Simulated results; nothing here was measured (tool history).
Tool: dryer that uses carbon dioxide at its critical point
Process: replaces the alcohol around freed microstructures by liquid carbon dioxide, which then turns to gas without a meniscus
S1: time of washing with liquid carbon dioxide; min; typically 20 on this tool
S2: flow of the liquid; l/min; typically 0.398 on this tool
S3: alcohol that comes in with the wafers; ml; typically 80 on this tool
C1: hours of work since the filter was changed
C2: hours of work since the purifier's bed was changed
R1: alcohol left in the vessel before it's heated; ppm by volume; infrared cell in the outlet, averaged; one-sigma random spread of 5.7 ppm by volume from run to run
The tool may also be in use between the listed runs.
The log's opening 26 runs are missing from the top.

run,day,S1,S2,S3,C1,C2,R1
27,18.433,26,0.544,115,167,396,96
28,18.858,26,0.544,115,174,403,90
29,19.854,26,0.544,115,191,420,91
# day 20.238: inlet filter changed
30,20.308,28,0.366,114,1,427,132
31,21.142,28,0.570,22,15,441,102
32,21.621,25,0.289,81,23,449,426
33,22.229,16,0.289,81,33,459,2487
34,22.692,16,0.289,81,41,467,2545
35,23.688,30,0.591,57,58,483,110
36,24.275,30,0.591,57,68,493,110
37,25.079,24,0.548,40,81,507,114
38,25.862,24,0.548,40,94,520,121
39,26.688,24,0.548,26,108,534,117
40,27.158,26,0.482,27,116,541,127
41,27.754,13,0.524,70,126,551,580
42,28.633,15,0.533,23,140,566,194
43,29.050,15,0.533,23,147,573,182
44,29.496,15,0.258,100,155,581,6175
45,30.100,15,0.258,100,165,591,6352
46,30.925,15,0.258,100,179,604,6258
47,31.404,15,0.250,58,187,612,4077

Branching from run 47: 4 alternative next runs. What would each branch give?
A,31.817,20,0.398,68,194,619,?
B,31.817,14,0.250,33,194,619,?
C,31.817,17,0.381,58,194,619,?
D,31.817,20,0.455,80,194,619,?

run,R1
A,354
B,2779
C,677
D,253
With no hidden state in the tool, these same runs would have given:
run,R1
A,144
B,2194
C,385
D,75

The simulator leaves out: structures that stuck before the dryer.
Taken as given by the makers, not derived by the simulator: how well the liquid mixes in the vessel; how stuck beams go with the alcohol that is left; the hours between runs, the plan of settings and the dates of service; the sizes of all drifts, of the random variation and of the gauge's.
